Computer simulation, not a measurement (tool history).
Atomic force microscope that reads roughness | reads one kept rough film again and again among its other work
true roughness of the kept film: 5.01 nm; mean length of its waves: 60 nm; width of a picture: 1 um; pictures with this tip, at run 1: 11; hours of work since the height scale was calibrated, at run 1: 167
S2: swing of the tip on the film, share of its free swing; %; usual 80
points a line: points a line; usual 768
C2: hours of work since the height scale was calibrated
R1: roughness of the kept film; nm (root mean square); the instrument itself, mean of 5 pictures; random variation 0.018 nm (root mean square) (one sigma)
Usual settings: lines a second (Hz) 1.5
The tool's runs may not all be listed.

Run 1, hour 0: usual settings; pictures with this tip 11; C2 167. Result: R1 4.303 nm (root mean square).
Run 2, hour 14.6: usual settings; pictures with this tip 43; C2 177. Result: R1 4.015 nm (root mean square).
Run 3, hour 30.2: usual settings; pictures with this tip 78; C2 189. Result: R1 3.82 nm (root mean square).
At hour 45.5: new tip fitted.
Run 4, hour 45.9: usual settings but lines a second (Hz) 0.91; pictures with this tip 1; C2 200. Result: R1 4.516 nm (root mean square).
Run 5, hour 63.1: usual settings but points a line 357; pictures with this tip 39; C2 213. Result: R1 4.088 nm (root mean square).
Run 6, hour 80.9: usual settings but points a line 357; pictures with this tip 79; C2 226. Result: R1 3.785 nm (root mean square).
At hour 95.5: new tip fitted.
Run 7, hour 95.5: usual settings; pictures with this tip 0; C2 236. Result: R1 4.358 nm (root mean square).
Run 8, hour 113.5: usual settings but points a line 497; pictures with this tip 40; C2 249. Result: R1 4.073 nm (root mean square).
Run 9, hour 132.8: usual settings; pictures with this tip 83; C2 264. Result: R1 3.773 nm (root mean square).
Run 10, hour 143: usual settings; pictures with this tip 106; C2 271. Result: R1 3.638 nm (root mean square).
At hour 145.3: new tip fitted.
Run 11, hour 153.5: usual settings; pictures with this tip 18; C2 279. Result: R1 4.248 nm (root mean square).
Run 12, hour 172.5: usual settings; pictures with this tip 61; C2 293. Result: R1 3.928 nm (root mean square).
Run 13, hour 183.2: usual settings; pictures with this tip 84; C2 300. Result: R1 3.746 nm (root mean square).
Run 14, hour 192.3: usual settings but points a line 544; pictures with this tip 105; C2 307. Result: R1 3.624 nm (root mean square).
At hour 195.7: new tip fitted.
Run 15, hour 206.7: usual settings but points a line 544; pictures with this tip 25; C2 317. Result: R1 4.144 nm (root mean square).
At hour 209.3: height scale calibrated on a step standard.
Run 16, hour 223.1: usual settings but points a line 978; pictures with this tip 59; C2 10. Result: R1 3.901 nm (root mean square).
Run 17, hour 232.2: usual settings but lines a second (Hz) 3.82, points a line 372; pictures with this tip 79; C2 17. Result: R1 3.395 nm (root mean square).
Run 18, hour 243.9: usual settings but points a line 913; pictures with this tip 105; C2 25. Result: R1 3.646 nm (root mean square).
At hour 247.3: new tip fitted.
Run 19, hour 260.4: usual settings but S2 62 %, points a line 643; pictures with this tip 29; C2 37. Result: R1 4.326 nm (root mean square).
Run 20, hour 278.5: usual settings but lines a second (Hz) 0.61, S2 61 %, points a line 606; pictures with this tip 69; C2 51. Result: R1 4.151 nm (root mean square).
At hour 292.3: height scale calibrated on a step standard, once more.
Run 21, hour 295.2: usual settings but lines a second (Hz) 1.31, points a line 715; pictures with this tip 105; C2 2. Result: R1 3.694 nm (root mean square).
At hour 298.1: new tip fitted.
Run 22, hour 312.6: usual settings but lines a second (Hz) 1.31, points a line 500; pictures with this tip 32; C2 15. Result: R1 4.196 nm (root mean square).
Run 23, hour 326.9: usual settings but lines a second (Hz) 2.76, S2 85 %, points a line 459; pictures with this tip 64; C2 25. Result: R1 3.543 nm (root mean square).
Run 24, hour 345.5: usual settings but lines a second (Hz) 2.76, S2 85 %, points a line 459; pictures with this tip 105; C2 39. Result: R1 3.327 nm (root mean square).
At hour 347.9: new tip fitted.
Run 25, hour 365.1: usual settings but lines a second (Hz) 1.25; pictures with this tip 38; C2 53. Result: R1 4.137 nm (root mean square).
Run 26, hour 374.9: usual settings but lines a second (Hz) 3.15, S2 60 %, points a line 596; pictures with this tip 60; C2 60. Result: R1 4.042 nm (root mean square).
Run 27, hour 393.9: usual settings but points a line 282; pictures with this tip 102; C2 74. Result: R1 3.67 nm (root mean square).

Some steps in R1 between neighbouring runs. How much of each would the tool show without its hidden state too (settings, what came in, random variation), and how much is left for the hidden state, with any gauge scatter that isn't in both results?
The hidden state here: radius of the tip, nm; height scale over the true one, %; drift of the gauge itself on roughness_nm, %.
Run 3 -> 4: lines a second (Hz) 1.5 -> 0.91, new tip fitted. R1 +0.696 nm (root mean square): hidden state +0.571, all else +0.125.
Run 6 -> 7: points a line 357 -> 768, new tip fitted. R1 +0.573 nm (root mean square): hidden state +0.574, all else -0.001.
Run 10 -> 11: new tip fitted. R1 +0.61 nm (root mean square): hidden state +0.599, all else +0.011.
Run 24 -> 25: lines a second (Hz) 2.76 -> 1.25, S2 85 -> 80, points a line 459 -> 768, new tip fitted. R1 +0.81 nm (root mean square): hidden state +0.351, all else +0.459.

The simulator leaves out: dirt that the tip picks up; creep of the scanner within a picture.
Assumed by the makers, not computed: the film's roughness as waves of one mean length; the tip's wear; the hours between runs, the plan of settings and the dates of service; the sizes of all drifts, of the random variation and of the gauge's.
